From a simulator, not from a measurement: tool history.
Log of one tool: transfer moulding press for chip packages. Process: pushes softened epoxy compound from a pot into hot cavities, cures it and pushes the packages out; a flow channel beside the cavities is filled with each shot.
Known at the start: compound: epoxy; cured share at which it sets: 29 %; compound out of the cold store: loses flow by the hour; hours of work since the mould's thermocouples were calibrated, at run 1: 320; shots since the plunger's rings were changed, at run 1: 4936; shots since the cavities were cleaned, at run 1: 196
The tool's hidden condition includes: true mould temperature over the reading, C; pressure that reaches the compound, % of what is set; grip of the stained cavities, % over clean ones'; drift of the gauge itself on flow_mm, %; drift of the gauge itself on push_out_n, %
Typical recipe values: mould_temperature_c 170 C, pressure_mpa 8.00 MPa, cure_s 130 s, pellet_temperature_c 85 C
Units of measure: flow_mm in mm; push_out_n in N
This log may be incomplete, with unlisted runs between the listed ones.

run	hour	mould_temperature_c	pressure_mpa	cure_s	pellet_temperature_c	hours of work since the mould's thermocouples were calibrated	shots since the plunger's rings were changed	shots since the cavities were cleaned	incoming compound's hours out of the cold store	flow_mm	push_out_n
1	0.0	170	8.00	130	85	320	4936	196	13.2	485	430
2	16.9	170	8.00	130	85	327	5036	296	34.4	456	432
3	30.1	170	8.00	130	85	333	5115	375	24.6	462	469
4	50.6	170	8.00	130	85	341	5236	496	23.4	476	494
# hour 55.4: cavities cleaned with cleaning compound and waxed
5	64.5	170	8.00	130	85	346	5309	54	17.6	488	337
6	78.0	170	8.00	130	85	352	5389	134	17.5	484	380
7	99.2	170	8.00	130	85	361	5515	260	24.8	463	415
8	114.8	172	8.00	130	85	367	5607	352	30.4	456	437
9	131.2	172	8.00	130	85	374	5704	449	21.6	470	445
# hour 143.8: cavities cleaned with cleaning compound and waxed
10	152.4	172	8.00	130	85	382	5821	51	13.7	486	312
11	165.0	172	8.00	130	85	388	5896	126	28.2	456	337
12	178.7	170	8.00	130	85	393	5977	207	18.2	482	421
13	195.9	170	8.00	130	85	400	6078	308	32.9	455	432
# hour 210.1: plunger's sealing rings changed
14	218.4	170	8.00	130	85	409	49	427	40.2	477	475
# hour 235.0: cavities cleaned with cleaning compound and waxed
15	243.0	170	8.00	130	85	418	185	47	26.8	488	332
16	255.1	174	9.60	130	87	423	257	119	31.4	513	325
17	269.5	174	9.60	130	87	429	342	204	38.7	515	342
18	280.6	167	9.65	130	90	434	408	270	28.9	546	519
19	290.7	170	8.17	130	85	438	468	330	44.3	478	435
20	307.9	170	7.46	131	88	445	570	432	42.9	450	453
# hour 323.2: cavities cleaned with cleaning compound and waxed
21	327.4	178	8.47	120	81	453	677	26	13.4	522	273
# hour 336.0: mould's thermocouples calibrated
22	343.9	178	8.47	120	81	3	762	111	20.6	504	304
23	363.8	171	8.00	123	85	12	880	229	35.8	475	427
24	384.8	171	8.00	123	85	20	1004	353	29.8	488	470
25	401.6	171	8.00	123	85	27	1104	453	37.4	467	464
26	411.0	170	8.85	150	85	31	1160	509	8.4	554	391
# hour 414.3: cavities cleaned with cleaning compound and waxed
27	426.6	164	7.79	150	83	37	1243	73	18.7	503	368
28	437.3	172	7.79	144	83	41	1306	136	12.8	502	316

Branching from run 28: 4 alternative next runs. What would each branch give?
A	457.3	170	6.38	130	89	50	1425	255	17.9	?	?
B	457.3	171	7.79	144	89	50	1425	255	18.4	?	?
C	457.3	173	7.79	143	83	50	1425	255	29.3	?	?
D	457.3	170	8.52	130	83	50	1425	255	42.8	?	?

run	flow_mm	push_out_n
A	445	407
B	495	337
C	463	334
D	476	419
Without the tool's hidden state the same runs would have given:
run	flow_mm	push_out_n
A	454	292
B	505	240
C	472	239
D	485	303
